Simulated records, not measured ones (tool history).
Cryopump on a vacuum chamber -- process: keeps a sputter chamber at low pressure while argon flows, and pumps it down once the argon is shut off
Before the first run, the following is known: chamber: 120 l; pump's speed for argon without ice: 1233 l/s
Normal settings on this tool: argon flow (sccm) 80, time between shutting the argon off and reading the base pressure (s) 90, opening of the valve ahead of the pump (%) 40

run	hour	argon flow (sccm)	time between shutting the argon off and reading the base pressure (s)	opening of the valve ahead of the pump (%)	pressure while argon flows (Pa)	pressure after the wait (uPa)
1	0.0	80	90	40	0.3079	3.01
2	52.8	80	90	40	0.3089	3.19
3	92.3	80	90	40	0.3087	3.16
4	120.6	80	90	40	0.3100	3.24
5	167.1	80	90	36	0.3449	3.22
6	216.2	155	90	36	0.6678	3.39
7	241.3	160	90	36	0.6967	3.40
8	282.2	160	90	36	0.7005	3.47
9	312.9	160	90	36	0.6998	3.48
10	355.9	160	90	36	0.7068	3.73
11	402.7	160	90	36	0.7120	3.80
# hour 457.5: leaking fittings of the chamber tightened, without venting
12	459.8	160	90	36	0.7151	0.95
# hour 506.3: pump warmed up, emptied and cooled again
13	519.4	160	90	27	0.8126	0.84
14	559.8	76	40	27	0.3864	1.68
15	602.9	144	29	31	0.6410	2.23
16	639.1	80	30	19	0.5830	2.16
17	696.6	42	30	20	0.2910	2.20
18	738.6	42	30	20	0.2922	2.18
19	785.3	42	30	20	0.2910	2.22
20	834.6	80	90	55	0.2089	1.12
21	867.6	80	90	55	0.2105	1.16
22	920.0	80	46	55	0.2115	1.77
23	969.7	80	46	55	0.2124	1.73
24	1008.6	67	72	40	0.2422	1.38
25	1043.7	154	81	43	0.5196	1.28

Consider 5 possible next runs. They are alternatives, not a sequence: every one starts from the tool as it was left by run 25. What does each give?
A	1076.1	133	116	19	?	?
B	1076.1	99	93	40	?	?
C	1076.1	36	98	30	?	?
D	1076.1	154	81	31	?	?
E	1076.1	80	90	29	?	?

run	pressure while argon flows (Pa)	pressure after the wait (uPa)
A	0.9863	1.16
B	0.3615	1.28
C	0.1716	1.25
D	0.7155	1.41
E	0.3959	1.34
Had the tool no hidden state, the same runs would have come out as:
run	pressure while argon flows (Pa)	pressure after the wait (uPa)
A	0.9574	0.71
B	0.3399	0.83
C	0.1637	0.80
D	0.6819	0.96
E	0.3784	0.88
